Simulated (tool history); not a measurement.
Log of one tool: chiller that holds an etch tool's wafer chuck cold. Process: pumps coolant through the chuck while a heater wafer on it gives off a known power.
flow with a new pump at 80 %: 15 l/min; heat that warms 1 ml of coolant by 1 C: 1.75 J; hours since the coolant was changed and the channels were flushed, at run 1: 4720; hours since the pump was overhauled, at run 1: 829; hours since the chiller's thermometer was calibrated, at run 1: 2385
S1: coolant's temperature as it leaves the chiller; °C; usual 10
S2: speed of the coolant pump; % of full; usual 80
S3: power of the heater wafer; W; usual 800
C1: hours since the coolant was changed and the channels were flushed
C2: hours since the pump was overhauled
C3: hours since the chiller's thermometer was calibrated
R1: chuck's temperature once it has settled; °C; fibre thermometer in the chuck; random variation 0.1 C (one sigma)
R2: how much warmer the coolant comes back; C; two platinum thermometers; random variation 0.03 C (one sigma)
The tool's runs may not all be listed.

{"run": 1, "hour": 0.0, "S1": 10, "S2": 80, "S3": 800, "C1": 4720, "C2": 829, "C3": 2385, "R1": 17.7, "R2": 1.85}
{"run": 2, "hour": 28.4, "S1": 16, "S2": 80, "S3": 800, "C1": 4749, "C2": 857, "C3": 2414, "R1": 23.7, "R2": 1.8}
{"run": 3, "hour": 45.5, "S1": 14, "S2": 80, "S3": 800, "C1": 4766, "C2": 874, "C3": 2431, "R1": 21.7, "R2": 1.88}
{"run": 4, "hour": 69.1, "S1": 14, "S2": 80, "S3": 800, "C1": 4790, "C2": 898, "C3": 2455, "R1": 21.5, "R2": 1.88}
{"run": 5, "hour": 103.3, "S1": 14, "S2": 80, "S3": 800, "C1": 4824, "C2": 932, "C3": 2489, "R1": 21.7, "R2": 1.82}
{"run": 6, "hour": 118.3, "S1": 14, "S2": 80, "S3": 800, "C1": 4839, "C2": 947, "C3": 2504, "R1": 21.8, "R2": 1.81}
{"run": 7, "hour": 151.1, "S1": 14, "S2": 80, "S3": 800, "C1": 4872, "C2": 980, "C3": 2537, "R1": 21.8, "R2": 1.84}
{"run": 8, "hour": 169.1, "S1": 10, "S2": 80, "S3": 800, "C1": 4890, "C2": 998, "C3": 2555, "R1": 17.7, "R2": 1.88}
{"run": 9, "hour": 189.7, "S1": 10, "S2": 87, "S3": 800, "C1": 4910, "C2": 1019, "C3": 2575, "R1": 17.1, "R2": 1.7}
{"run": 10, "hour": 208.6, "S1": 13, "S2": 88, "S3": 486, "C1": 4929, "C2": 1037, "C3": 2594, "R1": 17.2, "R2": 1.03}
{"hour": 215.6, "done": "coolant pump overhauled"}
{"run": 11, "hour": 246.7, "S1": 10, "S2": 67, "S3": 713, "C1": 4962, "C2": 31, "C3": 2627, "R1": 18.2, "R2": 1.93}
{"run": 12, "hour": 277.8, "S1": 7, "S2": 64, "S3": 534, "C1": 4993, "C2": 62, "C3": 2658, "R1": 13.4, "R2": 1.57}
{"run": 13, "hour": 309.0, "S1": 8, "S2": 64, "S3": 534, "C1": 5024, "C2": 93, "C3": 2690, "R1": 14.3, "R2": 1.58}
{"run": 14, "hour": 326.9, "S1": 5, "S2": 72, "S3": 465, "C1": 5042, "C2": 111, "C3": 2707, "R1": 10.0, "R2": 1.18}
{"run": 15, "hour": 344.8, "S1": 5, "S2": 78, "S3": 470, "C1": 5060, "C2": 129, "C3": 2725, "R1": 9.8, "R2": 1.18}
{"run": 16, "hour": 369.8, "S1": 5, "S2": 97, "S3": 484, "C1": 5085, "C2": 154, "C3": 2750, "R1": 8.9, "R2": 0.99}

Hidden state at the last listed run before each entry between runs and at the first one after, where it differs:
Between runs 10 and 11: coolant pump overhauled (hour 215.6)
  heat passed by the chuck's channels, % of clean ones': 91.2 -> 91.1; flow at a given pump speed, % of a new pump's: 98.7 -> 98.2; coolant's true temperature over the reading, C: -0.22 -> -0.23
  measured less the result without the state, R1: +0.2 -> +0.6 °C; R2: +0.02 -> +0.04 C
